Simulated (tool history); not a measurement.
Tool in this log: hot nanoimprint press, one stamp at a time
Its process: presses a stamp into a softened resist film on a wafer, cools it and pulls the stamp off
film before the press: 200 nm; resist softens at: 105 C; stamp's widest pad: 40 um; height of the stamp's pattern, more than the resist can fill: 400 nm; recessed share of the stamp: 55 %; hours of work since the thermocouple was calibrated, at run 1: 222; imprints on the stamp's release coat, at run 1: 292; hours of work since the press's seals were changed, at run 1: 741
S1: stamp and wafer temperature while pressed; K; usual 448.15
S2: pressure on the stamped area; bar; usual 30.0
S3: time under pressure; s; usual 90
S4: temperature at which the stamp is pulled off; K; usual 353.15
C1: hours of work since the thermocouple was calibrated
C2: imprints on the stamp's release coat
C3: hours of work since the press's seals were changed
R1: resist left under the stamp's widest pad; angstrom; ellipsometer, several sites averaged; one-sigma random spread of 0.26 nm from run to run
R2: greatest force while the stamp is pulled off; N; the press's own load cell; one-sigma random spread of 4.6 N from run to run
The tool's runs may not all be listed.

| run | hour | S1 | S2 | S3 | S4 | C1 | C2 | C3 | R1 | R2 |
|---|---|---|---|---|---|---|---|---|---|---|
| 1 | 0.0 | 448.15 | 30.0 | 90 | 353.15 | 222 | 292 | 741 | 775 | 237 |
| 2 | 53.8 | 448.15 | 30.0 | 90 | 353.15 | 249 | 406 | 768 | 773 | 247 |
|  | 74.5 | plate thermocouple calibrated |
| 3 | 94.2 | 448.15 | 30.0 | 90 | 353.15 | 10 | 485 | 786 | 781 | 249 |
| 4 | 139.0 | 448.15 | 30.0 | 90 | 347.15 | 32 | 581 | 809 | 780 | 272 |
| 5 | 208.1 | 448.15 | 30.0 | 117 | 353.15 | 67 | 727 | 843 | 708 | 274 |
| 6 | 278.6 | 448.15 | 30.0 | 90 | 353.15 | 102 | 877 | 878 | 791 | 281 |
| 7 | 338.7 | 448.15 | 30.0 | 81 | 353.15 | 132 | 1005 | 908 | 826 | 274 |
| 8 | 379.0 | 448.15 | 30.0 | 90 | 353.15 | 152 | 1090 | 928 | 796 | 292 |
| 9 | 453.0 | 448.15 | 30.0 | 90 | 340.15 | 189 | 1248 | 965 | 798 | 366 |
|  | 500.3 | press's hydraulic seals changed and the load cell set to zero |
| 10 | 532.9 | 448.15 | 30.0 | 90 | 340.15 | 224 | 1400 | 16 | 782 | 374 |
|  | 543.8 | plate thermocouple calibrated, once more |
| 11 | 574.0 | 448.15 | 30.0 | 90 | 353.15 | 15 | 1481 | 35 | 756 | 313 |
| 12 | 648.4 | 448.15 | 30.0 | 90 | 353.15 | 52 | 1639 | 72 | 757 | 328 |
| 13 | 715.7 | 448.15 | 30.0 | 90 | 353.15 | 86 | 1782 | 106 | 757 | 338 |
| 14 | 760.5 | 455.15 | 30.0 | 90 | 353.15 | 108 | 1877 | 128 | 562 | 352 |
| 15 | 818.8 | 455.15 | 30.0 | 90 | 353.15 | 137 | 2001 | 157 | 559 | 343 |
|  | 875.8 | stamp cleaned and given a new release coat |
| 16 | 892.9 | 455.15 | 47.8 | 90 | 344.15 | 171 | 36 | 191 | 443 | 266 |
| 17 | 977.5 | 455.15 | 47.8 | 90 | 344.15 | 213 | 215 | 233 | 443 | 269 |
| 18 | 1040.5 | 455.15 | 47.8 | 90 | 344.15 | 244 | 349 | 265 | 440 | 275 |
|  | 1069.1 | plate thermocouple calibrated |
| 19 | 1087.5 | 455.15 | 47.8 | 90 | 344.15 | 9 | 443 | 287 | 436 | 284 |
| 20 | 1165.6 | 443.15 | 34.7 | 49 | 353.15 | 48 | 609 | 326 | 1100 | 256 |
| 21 | 1253.4 | 449.15 | 34.7 | 169 | 353.15 | 92 | 795 | 369 | 524 | 274 |
| 22 | 1322.0 | 449.15 | 34.7 | 169 | 353.15 | 126 | 941 | 403 | 531 | 285 |
| 23 | 1387.9 | 449.15 | 34.7 | 169 | 353.15 | 159 | 1081 | 436 | 535 | 298 |
| 24 | 1447.6 | 443.15 | 38.7 | 107 | 348.15 | 189 | 1208 | 466 | 806 | 320 |
| 25 | 1508.5 | 443.15 | 38.7 | 107 | 348.15 | 219 | 1337 | 496 | 809 | 342 |
| 26 | 1570.2 | 439.15 | 30.0 | 142 | 353.15 | 250 | 1468 | 527 | 993 | 324 |
|  | 1588.5 | plate thermocouple calibrated |
| 27 | 1627.4 | 439.15 | 30.0 | 142 | 353.15 | 19 | 1583 | 554 | 967 | 322 |
| 28 | 1716.9 | 439.15 | 30.0 | 142 | 353.15 | 64 | 1773 | 599 | 971 | 333 |
| 29 | 1776.8 | 459.15 | 30.0 | 109 | 351.15 | 94 | 1901 | 629 | 441 | 340 |

Hidden state or all else? Some run-to-run changes of R1, split into what the settings, what came in and random variation would give without the hidden state, and what is left for the hidden state (with any gauge scatter that isn't in both results):
What the log doesn't record here: true temperature over the reading, C; pressure that arrives at the usual setting, %; grip of the stamp's worn release coat, % over a new coat's; drift of the gauge itself on residual_nm, %; drift of the gauge itself on pull_off_n, %.
Run 10 -> 11: S4 340.15 -> 353.15, plate thermocouple calibrated, once more. R1 -26 angstrom: hidden state -28, all else +2.
Run 19 -> 20: S1 455.15 -> 443.15, S2 47.8 -> 34.7, S3 90 -> 49, S4 344.15 -> 353.15. R1 +664 angstrom: hidden state +10, all else +654.
Run 20 -> 21: S1 443.15 -> 449.15, S3 49 -> 169. R1 -576 angstrom: hidden state -6, all else -570.
Run 26 -> 27: plate thermocouple calibrated. R1 -26 angstrom: hidden state -24, all else -2.

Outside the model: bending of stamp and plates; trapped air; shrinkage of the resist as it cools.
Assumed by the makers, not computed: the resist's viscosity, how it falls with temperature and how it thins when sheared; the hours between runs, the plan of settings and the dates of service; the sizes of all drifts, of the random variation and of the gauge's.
